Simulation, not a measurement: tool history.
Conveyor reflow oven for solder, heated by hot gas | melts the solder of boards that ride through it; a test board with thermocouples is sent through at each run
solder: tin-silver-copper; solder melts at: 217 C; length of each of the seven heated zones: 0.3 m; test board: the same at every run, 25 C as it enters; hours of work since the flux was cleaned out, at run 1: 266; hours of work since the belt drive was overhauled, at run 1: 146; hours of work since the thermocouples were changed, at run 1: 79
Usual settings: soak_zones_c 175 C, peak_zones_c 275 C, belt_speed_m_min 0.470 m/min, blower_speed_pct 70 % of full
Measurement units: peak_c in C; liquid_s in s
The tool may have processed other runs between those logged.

run,hour,soak_zones_c,peak_zones_c,belt_speed_m_min,blower_speed_pct,hours of work since the flux was cleaned out,hours of work since the belt drive was overhauled,hours of work since the thermocouples were changed,peak_c,liquid_s
1,0.0,175,275,0.470,70,266,146,79,255.9,59.6
2,26.6,175,275,0.470,70,280,160,92,256.3,59.8
3,52.2,175,275,0.470,70,293,173,105,256.0,59.7
# hour 71.8: flux residue cleaned out of gas plates and filters
4,90.4,175,275,0.470,70,9,190,122,257.7,61.3
5,110.9,175,275,0.470,70,20,200,133,258.0,61.6
6,143.9,175,275,0.470,70,37,217,149,257.8,61.4
7,166.1,175,275,0.470,70,48,228,161,257.4,61.0
8,187.4,175,275,0.470,70,59,239,171,257.4,61.0
9,204.0,175,269,0.470,70,67,247,180,251.9,57.7
# hour 210.1: belt drive overhauled, speed set with a stopwatch
10,235.4,175,272,0.470,70,81,13,194,254.5,59.5
11,268.5,175,275,0.470,70,98,30,211,256.9,60.7
12,290.7,175,275,0.470,70,109,41,222,257.3,61.3
# hour 303.3: belt drive overhauled, speed set with a stopwatch, once more
13,316.1,175,275,0.471,70,120,7,233,256.4,59.7
14,341.1,175,275,0.471,70,133,19,246,256.0,59.8
15,362.7,175,275,0.470,70,144,30,257,256.0,59.9
16,387.5,175,275,0.470,70,156,43,269,256.6,59.8
17,420.0,175,275,0.470,70,173,59,286,255.9,60.1
18,439.6,175,275,0.386,70,183,69,296,262.1,78.2
19,471.3,163,275,0.470,70,199,85,312,254.1,53.9
20,488.1,180,275,0.470,70,208,94,320,256.8,62.0
21,518.3,180,290,0.470,70,223,109,336,269.4,69.2
22,539.5,180,290,0.470,70,234,120,347,269.6,68.9
23,562.0,163,275,0.526,50,245,132,358,241.5,36.4
24,590.0,163,275,0.526,50,259,146,372,241.5,36.6
25,610.0,181,288,0.387,55,270,156,382,270.6,85.5
26,633.1,175,283,0.405,60,281,168,394,265.6,76.1
27,664.0,175,282,0.536,51,297,183,410,249.4,46.0
# hour 676.2: flux residue cleaned out of gas plates and filters
28,683.0,174,282,0.494,77,3,191,417,263.0,60.7
29,702.6,166,275,0.448,70,13,200,427,256.9,60.9
30,732.0,161,275,0.439,70,28,215,442,257.0,60.7
31,763.4,161,275,0.439,70,44,231,458,256.8,60.4

Branching from run 31: 3 alternative next runs. What would each branch give?
A,790.2,175,275,0.419,70,58,245,471,?,?
B,790.2,167,279,0.439,70,58,245,471,?,?
C,790.2,175,264,0.484,70,58,245,471,?,?

run,peak_c,liquid_s
A,260.2,71.3
B,261.2,65.2
C,246.2,51.2
Take away the tool's hidden state, keep each run's random variation, and the runs would have read:
run,peak_c,liquid_s
A,261.7,72.0
B,262.8,65.9
C,247.7,52.3
